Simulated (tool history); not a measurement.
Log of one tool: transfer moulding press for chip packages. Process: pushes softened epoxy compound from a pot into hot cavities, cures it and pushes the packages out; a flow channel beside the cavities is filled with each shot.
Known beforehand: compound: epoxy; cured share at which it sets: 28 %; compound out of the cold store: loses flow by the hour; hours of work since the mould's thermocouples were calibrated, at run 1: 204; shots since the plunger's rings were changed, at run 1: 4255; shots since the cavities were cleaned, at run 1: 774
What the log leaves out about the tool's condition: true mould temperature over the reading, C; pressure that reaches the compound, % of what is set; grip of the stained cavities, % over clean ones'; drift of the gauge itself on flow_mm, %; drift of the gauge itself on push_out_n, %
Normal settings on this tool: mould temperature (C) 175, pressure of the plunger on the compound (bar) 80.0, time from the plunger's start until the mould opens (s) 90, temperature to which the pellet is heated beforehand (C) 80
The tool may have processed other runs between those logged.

run   hour  mould temperature (C)  pressure of the plunger on the compound (bar)  time from the plunger's start until the mould opens (s)  temperature to which the pellet is heated beforehand (C)  hours of work since the mould's thermocouples were calibrated  shots since the plunger's rings were changed  shots since the cavities were cleaned  incoming compound's hours out of the cold store  length that the compound runs in the flow channel (mm)  greatest force on the pins that push the packages out (N)
  1    0.0                    175                                           80.0                                                       90                                                        80                                                            204                                          4255                                    774                                             18.1                                                     579                                                        776
       3.5  -- cavities cleaned with cleaning compound and waxed
  2   24.6                    169                                           80.0                                                       90                                                        80                                                            214                                          4462                                    189                                             28.8                                                     537                                                        842
  3   46.1                    169                                           80.0                                                       90                                                        80                                                            222                                          4654                                    381                                             20.7                                                     575                                                       1017
  4   60.1                    169                                           80.0                                                       90                                                        80                                                            228                                          4779                                    506                                             17.8                                                     587                                                       1075
  5   89.1                    169                                           80.0                                                       90                                                        80                                                            240                                          5039                                    766                                              8.3                                                     633                                                       1204
      92.4  -- cavities cleaned with cleaning compound and waxed
  6  116.8                    177                                           80.0                                                       90                                                        80                                                            251                                          5273                                    218                                              9.5                                                     609                                                        565
  7  130.5                    177                                           80.0                                                       90                                                        80                                                            256                                          5396                                    341                                             37.5                                                     484                                                        600
  8  149.5                    177                                           80.0                                                       90                                                        80                                                            264                                          5565                                    510                                             12.3                                                     594                                                        651
  9  165.0                    177                                           80.0                                                       90                                                        80                                                            270                                          5704                                    649                                             14.1                                                     580                                                        686
     182.2  -- cavities cleaned with cleaning compound and waxed
 10  192.6                    175                                           80.0                                                       90                                                        81                                                            281                                          5938                                     94                                             34.9                                                     495                                                        527
 11  216.6                    176                                           79.5                                                      121                                                        80                                                            291                                          6152                                    308                                             15.5                                                     573                                                        543
 12  244.8                    175                                           80.0                                                      107                                                        76                                                            303                                          6405                                    561                                             34.4                                                     495                                                        580

5 ways to go on from here, each from the tool as it stands after run 12. What would each give?
     256.3  -- mould's thermocouples calibrated
  A  268.7                    176                                           80.0                                                      122                                                        82                                                              5                                          6601                                    757                                             35.6                                                       ?                                                          ?
     256.3  -- mould's thermocouples calibrated
  B  268.7                    172                                           80.0                                                      107                                                        76                                                              5                                          6601                                    757                                             30.7                                                       ?                                                          ?
     256.3  -- mould's thermocouples calibrated
  C  268.7                    180                                           80.0                                                       96                                                        80                                                              5                                          6601                                    757                                              9.9                                                       ?                                                          ?
     256.3  -- mould's thermocouples calibrated
  D  268.7                    176                                           80.0                                                       84                                                        79                                                              5                                          6601                                    757                                              8.7                                                       ?                                                          ?
     256.3  -- mould's thermocouples calibrated
  E  268.7                    175                                           80.0                                                      130                                                        76                                                              5                                          6601                                    757                                             38.0                                                       ?                                                          ?

run  length that the compound runs in the flow channel (mm)  greatest force on the pins that push the packages out (N)
  A                                                     489                                                        603
  B                                                     514                                                        692
  C                                                     594                                                        625
  D                                                     612                                                        865
  E                                                     482                                                        638
The same runs, with their run-to-run variation unchanged, on a tool lacking any hidden condition would have given:
run  length that the compound runs in the flow channel (mm)  greatest force on the pins that push the packages out (N)
  A                                                     518                                                        366
  B                                                     545                                                        428
  C                                                     629                                                        384
  D                                                     648                                                        533
  E                                                     511                                                        393

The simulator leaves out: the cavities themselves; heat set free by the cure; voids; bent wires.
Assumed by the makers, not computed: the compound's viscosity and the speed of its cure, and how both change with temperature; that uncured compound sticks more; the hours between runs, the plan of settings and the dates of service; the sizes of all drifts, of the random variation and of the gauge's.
